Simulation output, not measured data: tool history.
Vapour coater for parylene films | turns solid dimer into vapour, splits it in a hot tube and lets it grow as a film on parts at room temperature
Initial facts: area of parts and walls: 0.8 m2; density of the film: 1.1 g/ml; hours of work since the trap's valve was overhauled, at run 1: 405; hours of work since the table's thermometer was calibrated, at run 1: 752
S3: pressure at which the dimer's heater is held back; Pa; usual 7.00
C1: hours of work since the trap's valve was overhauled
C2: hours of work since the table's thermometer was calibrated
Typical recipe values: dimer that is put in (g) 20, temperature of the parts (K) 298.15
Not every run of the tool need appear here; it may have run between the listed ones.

Run 1, hour 0.0: usual settings; C1 405; C2 752. Result: thickness of the film (um) 15.77.
Run 2, hour 31.3: usual settings; C1 421; C2 768. Result: thickness of the film (um) 16.07.
At hour 37.7: trap's valve overhauled.
Run 3, hour 57.8: usual settings; C1 11; C2 780. Result: thickness of the film (um) 16.08.
Run 4, hour 80.8: usual settings but dimer that is put in (g) 17; C1 23; C2 792. Result: thickness of the film (um) 13.58.
Run 5, hour 117.8: usual settings but temperature of the parts (K) 290.15; C1 42; C2 811. Result: thickness of the film (um) 20.90.
Run 6, hour 148.8: usual settings but temperature of the parts (K) 290.15; C1 58; C2 828. Result: thickness of the film (um) 20.66.
Run 7, hour 194.7: usual settings but temperature of the parts (K) 290.15; C1 82; C2 852. Result: thickness of the film (um) 20.94.
Run 8, hour 230.0: usual settings but temperature of the parts (K) 290.15; C1 101; C2 870. Result: thickness of the film (um) 21.15.
Run 9, hour 252.9: usual settings but temperature of the parts (K) 290.15; C1 113; C2 882. Result: thickness of the film (um) 20.71.
Run 10, hour 286.7: usual settings but temperature of the parts (K) 290.15; C1 130; C2 900. Result: thickness of the film (um) 21.01.
Run 11, hour 322.0: usual settings but temperature of the parts (K) 293.15, S3 4.45 Pa; C1 149; C2 918. Result: thickness of the film (um) 20.57.
Run 12, hour 344.3: usual settings but temperature of the parts (K) 300.15, S3 5.52 Pa; C1 161; C2 930. Result: thickness of the film (um) 15.55.
Run 13, hour 387.1: usual settings but temperature of the parts (K) 304.15; C1 183; C2 952. Result: thickness of the film (um) 13.00.
Run 14, hour 418.8: usual settings but dimer that is put in (g) 12, temperature of the parts (K) 299.15, S3 3.11 Pa; C1 200; C2 969. Result: thickness of the film (um) 10.51.
Run 15, hour 443.5: usual settings but S3 11.38 Pa; C1 213; C2 982. Result: thickness of the film (um) 14.47.
Run 16, hour 486.7: usual settings but dimer that is put in (g) 8, temperature of the parts (K) 303.15, S3 7.45 Pa; C1 235; C2 1005. Result: thickness of the film (um) 5.34.
Run 17, hour 525.7: usual settings but dimer that is put in (g) 12, temperature of the parts (K) 292.15, S3 7.45 Pa; C1 256; C2 1025. Result: thickness of the film (um) 11.71.
Run 18, hour 556.5: usual settings but dimer that is put in (g) 12, temperature of the parts (K) 292.15, S3 7.45 Pa; C1 272; C2 1041. Result: thickness of the film (um) 11.44.
Run 19, hour 593.9: usual settings but dimer that is put in (g) 12, temperature of the parts (K) 292.15, S3 7.45 Pa; C1 291; C2 1061. Result: thickness of the film (um) 11.62.

Take each entry between the runs: how does the hidden state at the last listed run before it differ from the hidden state at the first listed run after it?
In the gap between runs 2 and 3: trap's valve overhauled (hour 37.7)
  vapour lost through the trap's worn valve, %: 0.6 -> 0
